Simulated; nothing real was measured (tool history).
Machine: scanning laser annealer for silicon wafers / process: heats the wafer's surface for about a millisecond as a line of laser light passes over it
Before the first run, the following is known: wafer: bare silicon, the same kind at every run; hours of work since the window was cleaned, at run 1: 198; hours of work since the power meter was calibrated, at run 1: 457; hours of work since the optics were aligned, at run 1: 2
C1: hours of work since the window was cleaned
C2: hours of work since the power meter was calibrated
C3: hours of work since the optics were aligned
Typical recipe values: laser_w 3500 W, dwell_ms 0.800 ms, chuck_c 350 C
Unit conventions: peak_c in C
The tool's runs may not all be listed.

{"run": 1, "hour": 0.0, "laser_w": 3500, "dwell_ms": 0.8, "chuck_c": 350, "C1": 198, "C2": 457, "C3": 2, "peak_c": 1127}
{"run": 2, "hour": 15.5, "laser_w": 3142, "dwell_ms": 0.8, "chuck_c": 350, "C1": 207, "C2": 466, "C3": 12, "peak_c": 1024}
{"run": 3, "hour": 32.2, "laser_w": 3500, "dwell_ms": 0.8, "chuck_c": 350, "C1": 217, "C2": 476, "C3": 22, "peak_c": 1127}
{"run": 4, "hour": 52.0, "laser_w": 3500, "dwell_ms": 0.8, "chuck_c": 368, "C1": 229, "C2": 489, "C3": 34, "peak_c": 1142}
{"run": 5, "hour": 84.3, "laser_w": 3500, "dwell_ms": 0.8, "chuck_c": 368, "C1": 249, "C2": 508, "C3": 54, "peak_c": 1139}
{"run": 6, "hour": 112.7, "laser_w": 3500, "dwell_ms": 0.8, "chuck_c": 350, "C1": 266, "C2": 525, "C3": 71, "peak_c": 1123}
{"run": 7, "hour": 143.5, "laser_w": 3500, "dwell_ms": 0.8, "chuck_c": 383, "C1": 285, "C2": 544, "C3": 90, "peak_c": 1153}
{"run": 8, "hour": 157.0, "laser_w": 3500, "dwell_ms": 0.8, "chuck_c": 383, "C1": 293, "C2": 552, "C3": 98, "peak_c": 1154}
{"run": 9, "hour": 185.7, "laser_w": 3555, "dwell_ms": 0.8, "chuck_c": 342, "C1": 310, "C2": 570, "C3": 115, "peak_c": 1123}
{"run": 10, "hour": 209.5, "laser_w": 3555, "dwell_ms": 0.8, "chuck_c": 342, "C1": 325, "C2": 584, "C3": 130, "peak_c": 1124}
{"run": 11, "hour": 237.8, "laser_w": 3555, "dwell_ms": 0.8, "chuck_c": 342, "C1": 342, "C2": 601, "C3": 147, "peak_c": 1122}

Run 12 comes next. What will it give?
{"run": 12, "hour": 263.5, "laser_w": 3555, "dwell_ms": 0.596, "chuck_c": 336, "C1": 358, "C2": 617, "C3": 163, "peak_c": "?"}

{"run 12": {"peak_c": 1026}}
With the hidden condition absent and the run-to-run variation left alone, this run would have shown peak_c 1041 C.
